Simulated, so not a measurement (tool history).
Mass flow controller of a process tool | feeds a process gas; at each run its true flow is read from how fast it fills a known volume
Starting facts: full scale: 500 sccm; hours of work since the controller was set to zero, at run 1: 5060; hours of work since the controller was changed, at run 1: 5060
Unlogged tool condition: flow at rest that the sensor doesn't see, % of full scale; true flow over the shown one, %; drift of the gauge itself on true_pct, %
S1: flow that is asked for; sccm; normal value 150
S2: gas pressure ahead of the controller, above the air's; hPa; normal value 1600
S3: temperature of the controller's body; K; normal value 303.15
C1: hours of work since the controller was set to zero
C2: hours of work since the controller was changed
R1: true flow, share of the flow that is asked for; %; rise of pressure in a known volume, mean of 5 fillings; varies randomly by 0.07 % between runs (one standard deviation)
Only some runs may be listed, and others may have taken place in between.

{"run": 1, "hour": 0.0, "S1": 150, "S2": 1600, "S3": 303.15, "C1": 5060, "C2": 5060, "R1": 94.39}
{"run": 2, "hour": 370.8, "S1": 150, "S2": 1600, "S3": 303.15, "C1": 5184, "C2": 5184, "R1": 94.32}
{"run": 3, "hour": 876.1, "S1": 150, "S2": 1600, "S3": 303.15, "C1": 5352, "C2": 5352, "R1": 94.2}
{"run": 4, "hour": 1289.8, "S1": 150, "S2": 1600, "S3": 303.15, "C1": 5490, "C2": 5490, "R1": 94.07}
{"run": 5, "hour": 1787.7, "S1": 150, "S2": 1600, "S3": 293.15, "C1": 5657, "C2": 5657, "R1": 93.43}
{"run": 6, "hour": 2006.8, "S1": 150, "S2": 1600, "S3": 293.15, "C1": 5730, "C2": 5730, "R1": 93.29}
{"run": 7, "hour": 2304.1, "S1": 150, "S2": 1600, "S3": 293.15, "C1": 5829, "C2": 5829, "R1": 93.15}
{"run": 8, "hour": 2714.7, "S1": 150, "S2": 1600, "S3": 310.15, "C1": 5966, "C2": 5966, "R1": 94.03}
{"run": 9, "hour": 3089.8, "S1": 150, "S2": 1600, "S3": 303.15, "C1": 6091, "C2": 6091, "R1": 93.65}
{"run": 10, "hour": 3494.4, "S1": 150, "S2": 1600, "S3": 303.15, "C1": 6226, "C2": 6226, "R1": 93.48}
{"run": 11, "hour": 3942.1, "S1": 150, "S2": 1600, "S3": 303.15, "C1": 6376, "C2": 6376, "R1": 93.35}
{"run": 12, "hour": 4191.8, "S1": 150, "S2": 1600, "S3": 303.15, "C1": 6459, "C2": 6459, "R1": 93.37}
{"run": 13, "hour": 4610.9, "S1": 112, "S2": 1600, "S3": 303.15, "C1": 6599, "C2": 6599, "R1": 91.76}
{"run": 14, "hour": 5051.0, "S1": 112, "S2": 1600, "S3": 303.15, "C1": 6746, "C2": 6746, "R1": 91.63}
{"run": 15, "hour": 5530.3, "S1": 112, "S2": 1600, "S3": 303.15, "C1": 6906, "C2": 6906, "R1": 91.49}
{"hour": 5561.1, "done": "controller exchanged for a calibrated one"}
{"run": 16, "hour": 5969.2, "S1": 112, "S2": 1600, "S3": 303.15, "C1": 136, "C2": 136, "R1": 98.42}
{"run": 17, "hour": 6225.4, "S1": 112, "S2": 1600, "S3": 303.15, "C1": 222, "C2": 222, "R1": 98.45}
{"run": 18, "hour": 6458.7, "S1": 112, "S2": 1600, "S3": 303.15, "C1": 300, "C2": 300, "R1": 98.33}
{"run": 19, "hour": 6708.8, "S1": 112, "S2": 1600, "S3": 303.15, "C1": 383, "C2": 383, "R1": 98.18}
{"run": 20, "hour": 7202.1, "S1": 112, "S2": 1600, "S3": 303.15, "C1": 548, "C2": 548, "R1": 97.95}
{"run": 21, "hour": 7579.8, "S1": 150, "S2": 1600, "S3": 304.15, "C1": 674, "C2": 674, "R1": 98.31}
{"run": 22, "hour": 7829.1, "S1": 150, "S2": 2100, "S3": 303.15, "C1": 757, "C2": 757, "R1": 98.49}
{"run": 23, "hour": 8121.5, "S1": 150, "S2": 2100, "S3": 303.15, "C1": 855, "C2": 855, "R1": 98.28}
{"run": 24, "hour": 8423.1, "S1": 150, "S2": 2100, "S3": 301.15, "C1": 955, "C2": 955, "R1": 98.33}
{"run": 25, "hour": 8747.2, "S1": 150, "S2": 2560, "S3": 301.15, "C1": 1064, "C2": 1064, "R1": 98.37}
{"run": 26, "hour": 9046.5, "S1": 150, "S2": 2560, "S3": 301.15, "C1": 1164, "C2": 1164, "R1": 98.4}
{"run": 27, "hour": 9451.7, "S1": 415, "S2": 1810, "S3": 312.15, "C1": 1299, "C2": 1299, "R1": 99.48}
{"run": 28, "hour": 9703.0, "S1": 415, "S2": 1810, "S3": 297.15, "C1": 1383, "C2": 1383, "R1": 98.75}
{"hour": 9740.9, "done": "controller's zero set anew"}
{"run": 29, "hour": 10086.8, "S1": 130, "S2": 1600, "S3": 293.15, "C1": 115, "C2": 1511, "R1": 96.43}
{"run": 30, "hour": 10444.5, "S1": 429, "S2": 1600, "S3": 303.15, "C1": 235, "C2": 1630, "R1": 98.83}
{"run": 31, "hour": 10869.1, "S1": 429, "S2": 1600, "S3": 303.15, "C1": 377, "C2": 1772, "R1": 98.69}
{"run": 32, "hour": 11171.5, "S1": 265, "S2": 1770, "S3": 312.15, "C1": 478, "C2": 1873, "R1": 98.52}
{"hour": 11359.7, "done": "controller's zero set anew, once more"}
{"run": 33, "hour": 11447.6, "S1": 113, "S2": 1600, "S3": 303.15, "C1": 29, "C2": 1965, "R1": 97.99}
{"run": 34, "hour": 11904.5, "S1": 50, "S2": 1600, "S3": 296.15, "C1": 182, "C2": 2117, "R1": 97.16}
{"run": 35, "hour": 12198.1, "S1": 50, "S2": 1600, "S3": 296.15, "C1": 280, "C2": 2215, "R1": 97.1}
{"run": 36, "hour": 12522.5, "S1": 150, "S2": 1600, "S3": 301.15, "C1": 388, "C2": 2324, "R1": 97.82}
{"run": 37, "hour": 12904.3, "S1": 424, "S2": 2320, "S3": 301.15, "C1": 516, "C2": 2451, "R1": 99.31}
{"run": 38, "hour": 13157.1, "S1": 150, "S2": 2190, "S3": 301.15, "C1": 600, "C2": 2536, "R1": 98.16}
{"run": 39, "hour": 13521.2, "S1": 53, "S2": 1710, "S3": 295.15, "C1": 722, "C2": 2657, "R1": 96.32}
{"run": 40, "hour": 13866.7, "S1": 53, "S2": 1710, "S3": 295.15, "C1": 837, "C2": 2772, "R1": 96.13}
{"run": 41, "hour": 14179.2, "S1": 53, "S2": 1710, "S3": 295.15, "C1": 941, "C2": 2877, "R1": 95.95}
{"run": 42, "hour": 14481.4, "S1": 150, "S2": 1690, "S3": 303.15, "C1": 1042, "C2": 2978, "R1": 97.43}
{"run": 43, "hour": 14786.7, "S1": 78, "S2": 1730, "S3": 313.15, "C1": 1144, "C2": 3080, "R1": 97.16}
{"run": 44, "hour": 15165.3, "S1": 89, "S2": 2140, "S3": 303.15, "C1": 1270, "C2": 3206, "R1": 97.09}
{"run": 45, "hour": 15598.3, "S1": 89, "S2": 2140, "S3": 303.15, "C1": 1415, "C2": 3351, "R1": 96.91}
{"run": 46, "hour": 16041.8, "S1": 213, "S2": 2360, "S3": 295.15, "C1": 1563, "C2": 3499, "R1": 97.56}
{"run": 47, "hour": 16434.0, "S1": 308, "S2": 1600, "S3": 301.15, "C1": 1694, "C2": 3630, "R1": 97.8}
{"run": 48, "hour": 16916.3, "S1": 489, "S2": 2430, "S3": 293.15, "C1": 1855, "C2": 3791, "R1": 98.62}

What if the next run were any one of these 3? Each begins from the tool's condition after run 48:
{"run": "A", "hour": 17415.2, "S1": 489, "S2": 2430, "S3": 302.15, "C1": 2022, "C2": 3957, "R1": "?"}
{"run": "B", "hour": 17415.2, "S1": 489, "S2": 2430, "S3": 298.15, "C1": 2022, "C2": 3957, "R1": "?"}
{"run": "C", "hour": 17415.2, "S1": 58, "S2": 2430, "S3": 295.15, "C1": 2022, "C2": 3957, "R1": "?"}

run=A R1=98.83
run=B R1=98.72
run=C R1=94.95
Without the tool's unlogged condition, the same runs would have read:
run=A R1=100.36
run=B R1=100.25
run=C R1=98.92
